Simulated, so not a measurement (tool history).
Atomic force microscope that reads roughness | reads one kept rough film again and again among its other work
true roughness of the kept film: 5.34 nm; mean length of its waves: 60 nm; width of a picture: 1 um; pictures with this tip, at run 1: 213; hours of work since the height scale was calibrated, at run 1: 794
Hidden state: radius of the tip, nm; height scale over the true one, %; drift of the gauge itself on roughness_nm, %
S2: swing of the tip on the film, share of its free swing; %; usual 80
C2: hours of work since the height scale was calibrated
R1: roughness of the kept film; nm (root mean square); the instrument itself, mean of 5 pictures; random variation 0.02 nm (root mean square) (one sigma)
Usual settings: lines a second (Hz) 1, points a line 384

Run 1, day 0: usual settings; pictures with this tip 213; C2 794. Result: R1 4.871 nm (root mean square).
Run 2, day 1.412: usual settings but lines a second (Hz) 3.79; pictures with this tip 282; C2 815. Result: R1 4.311 nm (root mean square).
At day 2.267: new tip fitted.
Run 3, day 3.475: usual settings but lines a second (Hz) 3.79; pictures with this tip 59; C2 845. Result: R1 4.503 nm (root mean square).
Run 4, day 5.638: usual settings but lines a second (Hz) 3.79; pictures with this tip 166; C2 878. Result: R1 4.41 nm (root mean square).
Run 5, day 8.65: usual settings but lines a second (Hz) 3.79; pictures with this tip 314; C2 923. Result: R1 4.282 nm (root mean square).
At day 8.854: new tip fitted.
Run 6, day 10.429: usual settings but S2 79 %; pictures with this tip 78; C2 949. Result: R1 4.881 nm (root mean square).
Run 7, day 12.908: usual settings but S2 79 %; pictures with this tip 200; C2 986. Result: R1 4.775 nm (root mean square).
Run 8, day 14.821: usual settings but S2 79 %; pictures with this tip 295; C2 1015. Result: R1 4.738 nm (root mean square).
At day 15.554: new tip fitted.
Run 9, day 17.308: usual settings; pictures with this tip 86; C2 1052. Result: R1 4.88 nm (root mean square).
Run 10, day 18.767: usual settings; pictures with this tip 158; C2 1074. Result: R1 4.796 nm (root mean square).
Run 11, day 21.629: usual settings but lines a second (Hz) 1.08, S2 61 %, points a line 359; pictures with this tip 299; C2 1117. Result: R1 4.844 nm (root mean square).
At day 22.238: new tip fitted.
Run 12, day 24.758: usual settings but lines a second (Hz) 0.75, S2 61 %, points a line 282; pictures with this tip 125; C2 1163. Result: R1 4.987 nm (root mean square).
Run 13, day 27.225: usual settings but lines a second (Hz) 0.73, S2 73 %, points a line 461; pictures with this tip 246; C2 1200. Result: R1 4.883 nm (root mean square).
At day 28.938: new tip fitted.
Run 14, day 29.283: usual settings but lines a second (Hz) 2.7, S2 73 %, points a line 792; pictures with this tip 17; C2 1231. Result: R1 4.82 nm (root mean square).
Run 15, day 32.425: usual settings but lines a second (Hz) 2.7, S2 68 %, points a line 463; pictures with this tip 172; C2 1278. Result: R1 4.744 nm (root mean square).
At day 35.725: new tip fitted.
Run 16, day 35.796: usual settings but S2 79 %, points a line 342; pictures with this tip 4; C2 1328. Result: R1 4.994 nm (root mean square).
Run 17, day 38.796: usual settings but S2 79 %, points a line 342; pictures with this tip 152; C2 1373. Result: R1 4.856 nm (root mean square).
Run 18, day 41.954: usual settings but S2 79 %, points a line 342; pictures with this tip 308; C2 1421. Result: R1 4.715 nm (root mean square).
At day 42.283: new tip fitted.
Run 19, day 44.712: usual settings but S2 79 %, points a line 342; pictures with this tip 120; C2 1462. Result: R1 4.918 nm (root mean square).

Forecast each of these 3 alternatives for the next run:
Run A, day 46.212: usual settings but lines a second (Hz) 0.71, S2 71 %, points a line 832; pictures with this tip 194; C2 1484. Result: R1 ?.
Run B, day 46.212: usual settings but S2 84 %, points a line 442; pictures with this tip 194; C2 1484. Result: R1 ?.
Run C, day 46.212: usual settings but lines a second (Hz) 1.99, S2 66 %, points a line 757; pictures with this tip 194; C2 1484. Result: R1 ?.

run     R1
  A   4.92
  B  4.862
  C  4.883
Without the tool's hidden state the same runs would have given:
run     R1
  A  5.041
  B  4.981
  C  5.004
